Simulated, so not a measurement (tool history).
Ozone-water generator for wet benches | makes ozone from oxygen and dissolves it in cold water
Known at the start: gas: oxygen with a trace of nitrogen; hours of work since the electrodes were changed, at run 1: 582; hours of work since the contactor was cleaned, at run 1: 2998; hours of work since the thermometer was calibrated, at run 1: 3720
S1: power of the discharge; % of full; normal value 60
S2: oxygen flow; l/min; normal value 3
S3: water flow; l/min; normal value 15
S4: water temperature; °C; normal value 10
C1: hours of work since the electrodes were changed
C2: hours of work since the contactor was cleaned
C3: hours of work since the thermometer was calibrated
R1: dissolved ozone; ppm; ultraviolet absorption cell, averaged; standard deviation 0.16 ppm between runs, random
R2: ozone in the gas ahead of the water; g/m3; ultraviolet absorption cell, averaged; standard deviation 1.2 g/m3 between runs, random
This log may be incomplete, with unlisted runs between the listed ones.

| run | hour | S1 | S2 | S3 | S4 | C1 | C2 | C3 | R1 | R2 |
|---|---|---|---|---|---|---|---|---|---|---|
| 1 | 0 | 60 | 3 | 15 | 10 | 582 | 2998 | 3720 | 20.8 | 217.4 |
| 2 | 41.1 | 60 | 3 | 15 | 14 | 609 | 3025 | 3747 | 20.1 | 220.8 |
| 3 | 84.2 | 60 | 3 | 15 | 14 | 636 | 3052 | 3774 | 20.1 | 218.7 |
| 4 | 144.1 | 60 | 3 | 15 | 10 | 675 | 3091 | 3813 | 21 | 218.8 |
| 5 | 178 | 60 | 3 | 15 | 10 | 696 | 3113 | 3835 | 21 | 219.3 |
| 6 | 242 | 60 | 3 | 15 | 10 | 737 | 3154 | 3876 | 20.9 | 219.1 |
| 7 | 301.9 | 60 | 3 | 15 | 10 | 776 | 3192 | 3914 | 21.2 | 219.7 |
| 8 | 339.1 | 60 | 3 | 15 | 10 | 800 | 3216 | 3938 | 21.1 | 220.8 |
| 9 | 384.3 | 60 | 3 | 15 | 10 | 829 | 3245 | 3967 | 20.9 | 218.3 |
| 10 | 446.2 | 60 | 3 | 10 | 10 | 868 | 3285 | 4006 | 29.1 | 219.2 |
| 11 | 481.3 | 60 | 3 | 10 | 10 | 891 | 3307 | 4029 | 28.6 | 217.8 |
| 12 | 511.6 | 60 | 3 | 10 | 10 | 910 | 3326 | 4048 | 29.2 | 220.6 |
| 13 | 574.6 | 60 | 3 | 10 | 10 | 951 | 3367 | 4089 | 28.8 | 219.4 |
| 14 | 603.1 | 60 | 3 | 15 | 17 | 969 | 3385 | 4107 | 19.5 | 217.8 |
| 15 | 652.3 | 60 | 3 | 15 | 17 | 1000 | 3417 | 4139 | 19.3 | 218.3 |
| 16 | 712.8 | 77 | 3 | 15 | 10 | 1039 | 3455 | 4177 | 26.3 | 272.4 |
| 17 | 744.2 | 73 | 3.71 | 14 | 14 | 1059 | 3476 | 4197 | 25.8 | 233.5 |
| 18 | 802.2 | 91 | 5.38 | 24 | 14 | 1096 | 3513 | 4235 | 21.6 | 238.5 |
| 19 | 853.4 | 70 | 3.83 | 14 | 12 | 1129 | 3545 | 4267 | 25.7 | 225.1 |
| 20 | 890 | 77 | 3 | 10 | 10 | 1153 | 3569 | 4291 | 35.9 | 275.9 |
| 21 | 924.1 | 77 | 3 | 10 | 10 | 1175 | 3591 | 4313 | 35.7 | 274.1 |
| 22 | 982.9 | 60 | 1.56 | 19 | 10 | 1212 | 3629 | 4351 | 13.9 | 299.4 |
| 23 | 1011.9 | 73 | 3.02 | 19 | 10 | 1231 | 3647 | 4369 | 20.7 | 258.9 |
| 24 | 1049.4 | 73 | 3.02 | 19 | 10 | 1255 | 3671 | 4393 | 20.4 | 258.3 |
| 25 | 1118.1 | 73 | 3.02 | 19 | 10 | 1299 | 3715 | 4437 | 20.3 | 261.2 |

Each row is a separate what-if for the run after 25, all from the same tool condition, not one after another. Results?
| A | 1182.3 | 55 | 3 | 16 | 5 | 1340 | 3756 | 4478 | ? | ? |
| B | 1182.3 | 69 | 3 | 12 | 10 | 1340 | 3756 | 4478 | ? | ? |
| C | 1182.3 | 64 | 3.02 | 19 | 10 | 1340 | 3756 | 4478 | ? | ? |
| D | 1182.3 | 60 | 3 | 14 | 10 | 1340 | 3756 | 4478 | ? | ? |
| E | 1182.3 | 93 | 2.17 | 19 | 10 | 1340 | 3756 | 4478 | ? | ? |

| run | R1 | R2 |
|---|---|---|
| A | 19.4 | 203.4 |
| B | 28.3 | 245.9 |
| C | 18.1 | 231 |
| D | 22.4 | 217.6 |
| E | 22.8 | 374.9 |
Without the tool's unlogged condition, the same runs would have read:
| run | R1 | R2 |
|---|---|---|
| A | 19.4 | 203.5 |
| B | 28.3 | 246 |
| C | 18.1 | 231.1 |
| D | 22.4 | 217.7 |
| E | 22.9 | 375.2 |
